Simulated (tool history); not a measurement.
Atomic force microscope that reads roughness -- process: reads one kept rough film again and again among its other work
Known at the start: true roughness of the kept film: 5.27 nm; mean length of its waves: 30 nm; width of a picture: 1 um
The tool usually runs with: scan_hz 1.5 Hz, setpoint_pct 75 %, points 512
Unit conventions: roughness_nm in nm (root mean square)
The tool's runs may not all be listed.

run	hour	scan_hz	setpoint_pct	points	roughness_nm
1	0	1.5	75	512	4.439
2	27.7	1.5	75	512	4.341
3	41.3	1.5	63	512	4.371
4	56.6	1.5	63	512	4.344
5	78.1	1.5	63	512	4.253
6	102.8	1.5	75	512	4.036
7	120.4	1.5	75	512	3.969
8	140.8	1.5	75	512	3.925
9	168.3	1.5	75	512	3.819
10	183.6	1.5	75	512	3.768
# hour 207.5: new tip fitted
11	212.1	1.5	75	512	4.385
12	229.9	1.5	75	512	4.319
13	242	0.64	81	292	4.342
14	269.4	0.64	81	292	4.263
15	291	1.33	67	372	4.195
16	313.7	1.41	58	799	4.151
17	339.1	2.64	58	702	4.001
18	363	1.5	76	512	3.845
19	380.5	3.64	85	512	3.31
20	406.1	1.59	81	881	3.649
# hour 421.8: new tip fitted
21	431.7	3.52	78	850	4.083
22	454	3.48	75	282	4.025

Pick out some run-to-run changes in roughness_nm. Of each, how much would a tool without hidden state show as well, from the settings, what came in and chance, and how much is left for the hidden state and any gauge scatter not in both results compared?
Hidden conditions of the tool in this case: radius of the tip, nm; height scale over the true one, %; drift of the gauge itself on roughness_nm, %.
Run 10 -> 11: new tip fitted. roughness_nm +0.617 nm (root mean square): hidden state +0.626, all else -0.009.
Run 18 -> 19: scan_hz 1.5 -> 3.64, setpoint_pct 76 -> 85. roughness_nm -0.535 nm (root mean square): hidden state +0.03, all else -0.565.
Run 20 -> 21: scan_hz 1.59 -> 3.52, setpoint_pct 81 -> 78, points 881 -> 850, new tip fitted. roughness_nm +0.434 nm (root mean square): hidden state +0.682, all else -0.248.

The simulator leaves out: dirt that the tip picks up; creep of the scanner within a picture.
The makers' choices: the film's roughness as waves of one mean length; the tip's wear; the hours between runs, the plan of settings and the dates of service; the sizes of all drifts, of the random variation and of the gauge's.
